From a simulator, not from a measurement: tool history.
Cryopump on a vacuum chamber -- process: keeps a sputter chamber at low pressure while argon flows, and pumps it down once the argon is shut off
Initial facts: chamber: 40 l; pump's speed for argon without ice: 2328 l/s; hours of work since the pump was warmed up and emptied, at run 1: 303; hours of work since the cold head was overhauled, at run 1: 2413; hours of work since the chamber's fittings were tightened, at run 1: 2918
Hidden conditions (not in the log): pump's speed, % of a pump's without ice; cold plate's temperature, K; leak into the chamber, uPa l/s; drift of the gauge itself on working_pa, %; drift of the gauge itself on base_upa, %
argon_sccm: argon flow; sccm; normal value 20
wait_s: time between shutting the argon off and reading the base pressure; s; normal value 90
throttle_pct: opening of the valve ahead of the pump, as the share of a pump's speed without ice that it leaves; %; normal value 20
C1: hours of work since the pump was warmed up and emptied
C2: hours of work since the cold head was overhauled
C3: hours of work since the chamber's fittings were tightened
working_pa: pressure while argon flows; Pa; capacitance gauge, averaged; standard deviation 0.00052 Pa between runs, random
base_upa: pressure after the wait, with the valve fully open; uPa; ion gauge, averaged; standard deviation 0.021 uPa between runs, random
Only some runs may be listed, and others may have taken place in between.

Run 1, day 0.000: usual settings; C1 303; C2 2413; C3 2918. Result: working_pa 0.0737 Pa, base_upa 1.30 uPa.
Run 2, day 2.812: usual settings; C1 364; C2 2473; C3 2979. Result: working_pa 0.0749 Pa, base_upa 1.30 uPa.
Run 3, day 5.850: usual settings; C1 429; C2 2539; C3 3044. Result: working_pa 0.0749 Pa, base_upa 1.36 uPa.
Run 4, day 8.604: usual settings but wait_s 204 s; C1 488; C2 2598; C3 3103. Result: working_pa 0.0755 Pa, base_upa 1.26 uPa.
Run 5, day 10.979: usual settings but wait_s 204 s; C1 540; C2 2649; C3 3155. Result: working_pa 0.0766 Pa, base_upa 1.28 uPa.
Run 6, day 13.817: usual settings but wait_s 204 s; C1 601; C2 2710; C3 3216. Result: working_pa 0.0767 Pa, base_upa 1.31 uPa.
Run 7, day 16.758: usual settings but wait_s 204 s; C1 664; C2 2774; C3 3279. Result: working_pa 0.0773 Pa, base_upa 1.39 uPa.
Run 8, day 20.138: usual settings but wait_s 30 s; C1 737; C2 2846; C3 3352. Result: working_pa 0.0783 Pa, base_upa 1.97 uPa.
Run 9, day 22.012: usual settings but wait_s 30 s; C1 777; C2 2887; C3 3392. Result: working_pa 0.0788 Pa, base_upa 2.04 uPa.
Run 10, day 25.000: usual settings; C1 842; C2 2951; C3 3457. Result: working_pa 0.0794 Pa, base_upa 1.73 uPa.
Run 11, day 26.912: usual settings but argon_sccm 9 sccm, wait_s 29 s, throttle_pct 19 %; C1 883; C2 2992; C3 3498. Result: working_pa 0.0375 Pa, base_upa 2.15 uPa.
Run 12, day 28.800: usual settings but argon_sccm 21 sccm, wait_s 29 s, throttle_pct 40 %; C1 924; C2 3033; C3 3538. Result: working_pa 0.0457 Pa, base_upa 2.25 uPa.
At day 32.142: pump warmed up, emptied and cooled again.
Run 13, day 32.521: usual settings but argon_sccm 30 sccm, wait_s 31 s; C1 8; C2 3109; C3 3614. Result: working_pa 0.1085 Pa, base_upa 1.77 uPa.
Run 14, day 34.858: usual settings but wait_s 49 s; C1 58; C2 3159; C3 3664. Result: working_pa 0.0732 Pa, base_upa 1.51 uPa.
Run 15, day 36.779: usual settings but wait_s 49 s; C1 100; C2 3200; C3 3706. Result: working_pa 0.0736 Pa, base_upa 1.62 uPa.
Run 16, day 40.971: usual settings but wait_s 49 s, throttle_pct 39 %; C1 190; C2 3291; C3 3796. Result: working_pa 0.0386 Pa, base_upa 1.60 uPa.
Run 17, day 43.512: usual settings but argon_sccm 26 sccm, wait_s 28 s, throttle_pct 33 %; C1 245; C2 3345; C3 3851. Result: working_pa 0.0599 Pa, base_upa 2.02 uPa.
At day 46.612: leaking fittings of the chamber tightened, without venting.
Run 18, day 47.571: usual settings but argon_sccm 26 sccm, wait_s 98 s, throttle_pct 41 %; C1 331; C2 3431; C3 21. Result: working_pa 0.0482 Pa, base_upa 0.40 uPa.
Run 19, day 51.788: usual settings but wait_s 51 s, throttle_pct 42 %; C1 421; C2 3522; C3 111. Result: working_pa 0.0371 Pa, base_upa 0.58 uPa.

Here are 4 independent what-if runs from the current tool condition. What would each one return?
Run A, day 55.196: usual settings but argon_sccm 9 sccm, wait_s 21 s, throttle_pct 38 %; C1 495; C2 3595; C3 185. Result: working_pa ?, base_upa ?.
Run B, day 55.196: usual settings but argon_sccm 35 sccm, wait_s 182 s, throttle_pct 36 %; C1 495; C2 3595; C3 185. Result: working_pa ?, base_upa ?.
Run C, day 55.196: usual settings but argon_sccm 24 sccm, wait_s 64 s, throttle_pct 55 %; C1 495; C2 3595; C3 185. Result: working_pa ?, base_upa ?.
Run D, day 55.196: usual settings but argon_sccm 37 sccm, wait_s 51 s, throttle_pct 40 %; C1 495; C2 3595; C3 185. Result: working_pa ?, base_upa ?.

run  working_pa  base_upa
  A      0.0190      1.24
  B      0.0760      0.35
  C      0.0363      0.56
  D      0.0732      0.62
Without the tool's unlogged condition, the same runs would have read:
run  working_pa  base_upa
  A      0.0175      1.13
  B      0.0703      0.24
  C      0.0324      0.46
  D      0.0672      0.52

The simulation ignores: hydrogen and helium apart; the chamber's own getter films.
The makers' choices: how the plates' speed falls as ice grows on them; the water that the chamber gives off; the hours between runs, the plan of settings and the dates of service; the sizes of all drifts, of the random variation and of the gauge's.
